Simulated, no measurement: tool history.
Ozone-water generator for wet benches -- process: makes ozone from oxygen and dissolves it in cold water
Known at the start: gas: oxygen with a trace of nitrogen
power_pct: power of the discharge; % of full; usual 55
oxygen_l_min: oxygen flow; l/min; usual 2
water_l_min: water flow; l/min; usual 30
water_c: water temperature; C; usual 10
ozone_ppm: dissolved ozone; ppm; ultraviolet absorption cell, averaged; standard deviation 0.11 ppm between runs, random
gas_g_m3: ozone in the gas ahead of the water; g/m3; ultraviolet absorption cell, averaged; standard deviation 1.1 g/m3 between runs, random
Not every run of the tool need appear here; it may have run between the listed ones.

run     day  power_pct  oxygen_l_min  water_l_min  water_c  ozone_ppm  gas_g_m3
  1       0         55             2           30       10        8.6     194.2
  2     2.9         55          2.48           30       10        9.3     170.8
  3   7.562         55          2.48           30       10        9.3     168.9
  4  11.612         55          2.48           30       10        9.2     170.2
  5  16.338         55          2.48           30       10        9.2       171
  6  22.054         55          2.48           30       10        9.2     169.7
  7  25.071         55          1.53           30       10          8     227.4
      26.35  -- contactor cleaned
  8  29.208         55          1.53           30       10        8.1     226.7
  9  32.038         55          1.53           30        7        8.3     228.5
 10  35.538         55             2           30       10        8.8     193.6
 11  39.188         55             2           30       10        8.6     193.6
 12  44.117         55             2           30       10        8.7     194.5
 13  50.033         55          2.89           30       10        9.6     154.7
 14  53.179         55          2.89           30       10        9.5     154.9
 15  57.579         55             2           30       13        8.6       194
 16  63.538         55             2           30       13        8.7     195.4
 17   69.05         93          1.42           30       13       11.6     345.8
 18  73.912         93          1.42           30       13       11.4     345.5

Forecast run 19:
 19  78.038         93          1.42           30       13          ?         ?

{"run 19": {"ozone_ppm": 11.5, "gas_g_m3": 347.1}}
Had the tool carried no hidden state, the very same run would have given ozone_ppm 11.5 ppm, gas_g_m3 347.6 g/m3.

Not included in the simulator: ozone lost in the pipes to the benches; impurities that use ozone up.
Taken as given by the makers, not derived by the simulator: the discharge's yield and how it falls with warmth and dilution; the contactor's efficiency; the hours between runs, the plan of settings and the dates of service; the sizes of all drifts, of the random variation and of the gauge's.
